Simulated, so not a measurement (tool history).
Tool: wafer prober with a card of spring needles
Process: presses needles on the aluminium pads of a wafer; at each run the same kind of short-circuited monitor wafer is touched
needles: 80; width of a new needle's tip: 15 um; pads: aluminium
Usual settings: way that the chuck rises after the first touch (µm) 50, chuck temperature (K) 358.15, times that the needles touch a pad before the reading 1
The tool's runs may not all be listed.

| run | hour | way that the chuck rises after the first touch (µm) | chuck temperature (K) | times that the needles touch a pad before the reading | resistance of one needle with its contact and lead (mohm) | way that a needle slides on the pad (µm) |
|---|---|---|---|---|---|---|
| 1 | 0.0 | 50 | 358.15 | 1 | 147 | 7.308 |
|  | 6.7 | tips cleaned on abrasive film |
|  | 15.5 | tips cleaned on abrasive film |
|  | 24.3 | tips cleaned on abrasive film |
|  | 35.4 | tips cleaned on abrasive film |
|  | 46.4 | tips cleaned on abrasive film |
|  | 55.2 | tips cleaned on abrasive film |
|  | 66.1 | tips cleaned on abrasive film |
| 2 | 66.1 | 50 | 358.15 | 1 | 147 | 7.317 |
|  | 77.1 | tips cleaned on abrasive film |
|  | 85.9 | tips cleaned on abrasive film |
|  | 94.8 | tips cleaned on abrasive film |
|  | 103.6 | tips cleaned on abrasive film |
| 3 | 106.0 | 50 | 317.15 | 1 | 139 | 7.311 |
|  | 112.7 | tips cleaned on abrasive film |
|  | 123.7 | tips cleaned on abrasive film |
|  | 132.6 | tips cleaned on abrasive film |
|  | 141.4 | tips cleaned on abrasive film |
| 4 | 145.1 | 50 | 358.15 | 2 | 147 | 7.311 |
|  | 151.8 | tips cleaned on abrasive film |
|  | 160.6 | tips cleaned on abrasive film |
|  | 163.1 | height of the first contact set anew |
|  | 169.8 | tips cleaned on abrasive film |
|  | 178.6 | tips cleaned on abrasive film |
|  | 189.6 | tips cleaned on abrasive film |
|  | 198.5 | tips cleaned on abrasive film |
| 5 | 203.2 | 50 | 358.15 | 2 | 147 | 7.312 |
|  | 207.7 | tips cleaned on abrasive film |
|  | 216.5 | tips cleaned on abrasive film |
|  | 227.5 | tips cleaned on abrasive film |
|  | 236.4 | tips cleaned on abrasive film |
|  | 245.2 | tips cleaned on abrasive film |
|  | 256.2 | tips cleaned on abrasive film |
|  | 265.1 | tips cleaned on abrasive film |
| 6 | 266.3 | 50 | 358.15 | 2 | 147 | 7.311 |
|  | 275.2 | tips cleaned on abrasive film |
|  | 284.0 | tips cleaned on abrasive film |
|  | 292.8 | tips cleaned on abrasive film |
|  | 303.9 | tips cleaned on abrasive film |
|  | 312.7 | tips cleaned on abrasive film |
|  | 321.5 | tips cleaned on abrasive film |
| 7 | 326.6 | 51 | 358.15 | 1 | 150 | 7.474 |
|  | 331.1 | tips cleaned on abrasive film |
|  | 331.4 | height of the first contact set anew |
|  | 340.2 | tips cleaned on abrasive film |
|  | 349.1 | tips cleaned on abrasive film |
|  | 357.9 | tips cleaned on abrasive film |
|  | 366.8 | tips cleaned on abrasive film |
|  | 375.6 | tips cleaned on abrasive film |
| 8 | 378.8 | 62 | 358.15 | 1 | 141 | 9.078 |
|  | 385.4 | tips cleaned on abrasive film |
|  | 394.3 | tips cleaned on abrasive film |
|  | 403.1 | tips cleaned on abrasive film |
|  | 411.9 | tips cleaned on abrasive film |
|  | 420.8 | tips cleaned on abrasive film |
| 9 | 423.6 | 62 | 358.15 | 1 | 145 | 9.088 |
|  | 430.2 | tips cleaned on abrasive film |
|  | 441.3 | tips cleaned on abrasive film |
|  | 452.3 | tips cleaned on abrasive film |
|  | 463.3 | tips cleaned on abrasive film |
|  | 474.3 | tips cleaned on abrasive film |
|  | 485.3 | tips cleaned on abrasive film |
| 10 | 493.0 | 50 | 358.15 | 1 | 145 | 7.311 |
|  | 495.3 | tips cleaned on abrasive film |
|  | 500.0 | height of the first contact set anew |
|  | 504.4 | tips cleaned on abrasive film |
|  | 513.3 | tips cleaned on abrasive film |
|  | 524.3 | tips cleaned on abrasive film |
|  | 533.1 | tips cleaned on abrasive film |
| 11 | 539.8 | 50 | 379.15 | 1 | 154 | 7.335 |
|  | 542.0 | tips cleaned on abrasive film |
|  | 550.9 | tips cleaned on abrasive film |
|  | 559.7 | tips cleaned on abrasive film |
|  | 568.6 | tips cleaned on abrasive film |
|  | 577.4 | tips cleaned on abrasive film |
|  | 588.4 | tips cleaned on abrasive film |
|  | 599.4 | tips cleaned on abrasive film |
| 12 | 601.6 | 50 | 379.15 | 1 | 150 | 7.322 |
|  | 610.4 | tips cleaned on abrasive film |
|  | 619.3 | tips cleaned on abrasive film |
|  | 628.1 | tips cleaned on abrasive film |
|  | 637.0 | tips cleaned on abrasive film |
|  | 645.8 | tips cleaned on abrasive film |
|  | 654.6 | tips cleaned on abrasive film |
| 13 | 661.2 | 51 | 315.15 | 2 | 144 | 7.472 |
|  | 663.5 | tips cleaned on abrasive film |
|  | 668.2 | height of the first contact set anew |
|  | 674.8 | tips cleaned on abrasive film |
|  | 683.7 | tips cleaned on abrasive film |
|  | 694.7 | tips cleaned on abrasive film |
| 14 | 696.8 | 50 | 358.15 | 2 | 150 | 7.326 |
|  | 705.6 | tips cleaned on abrasive film |
|  | 714.5 | tips cleaned on abrasive film |
|  | 723.3 | tips cleaned on abrasive film |
|  | 732.1 | tips cleaned on abrasive film |
| 15 | 737.4 | 50 | 358.15 | 2 | 147 | 7.323 |
|  | 741.9 | tips cleaned on abrasive film |
|  | 750.7 | tips cleaned on abrasive film |
|  | 761.7 | tips cleaned on abrasive film |
|  | 772.8 | tips cleaned on abrasive film |
| 16 | 773.9 | 68 | 319.15 | 2 | 138 | 9.957 |
|  | 782.7 | tips cleaned on abrasive film |
|  | 791.5 | tips cleaned on abrasive film |
|  | 802.6 | tips cleaned on abrasive film |
|  | 811.4 | tips cleaned on abrasive film |
|  | 820.2 | tips cleaned on abrasive film |
|  | 829.1 | tips cleaned on abrasive film |
|  | 835.9 | height of the first contact set anew |
|  | 838.2 | tips cleaned on abrasive film |
| 17 | 838.9 | 50 | 315.15 | 1 | 140 | 7.318 |
|  | 847.7 | tips cleaned on abrasive film |
|  | 856.6 | tips cleaned on abrasive film |
|  | 867.6 | tips cleaned on abrasive film |
|  | 876.4 | tips cleaned on abrasive film |
| 18 | 883.2 | 32 | 359.15 | 2 | 161 | 4.688 |
|  | 885.5 | tips cleaned on abrasive film |
|  | 894.4 | tips cleaned on abrasive film |
|  | 903.2 | tips cleaned on abrasive film |
|  | 912.0 | tips cleaned on abrasive film |
|  | 923.1 | tips cleaned on abrasive film |
|  | 931.9 | tips cleaned on abrasive film |
|  | 940.7 | tips cleaned on abrasive film |
| 19 | 946.1 | 32 | 337.15 | 3 | 153 | 4.681 |
|  | 950.6 | tips cleaned on abrasive film |
|  | 959.4 | tips cleaned on abrasive film |
|  | 968.2 | tips cleaned on abrasive film |
|  | 979.3 | tips cleaned on abrasive film |
|  | 990.3 | tips cleaned on abrasive film |
| 20 | 991.1 | 48 | 337.15 | 3 | 147 | 7.023 |
|  | 999.9 | tips cleaned on abrasive film |
|  | 1004.6 | height of the first contact set anew |
|  | 1009.0 | tips cleaned on abrasive film |
|  | 1017.9 | tips cleaned on abrasive film |
|  | 1026.7 | tips cleaned on abrasive film |
| 21 | 1032.7 | 58 | 311.15 | 1 | 141 | 8.483 |

Run 22 comes next. What will it give?
|  | 1037.1 | tips cleaned on abrasive film |
|  | 1046.0 | tips cleaned on abrasive film |
|  | 1054.8 | tips cleaned on abrasive film |
|  | 1063.7 | tips cleaned on abrasive film |
|  | 1074.7 | tips cleaned on abrasive film |
| 22 | 1079.0 | 36 | 319.15 | 1 | ? | ? |

{"run 22": {"resistance of one needle with its contact and lead (mohm)": 147, "way that a needle slides on the pad (µm)": 5.272}}
Without the tool's hidden state the same run would have given resistance of one needle with its contact and lead (mohm) 146, way that a needle slides on the pad (µm) 5.272.
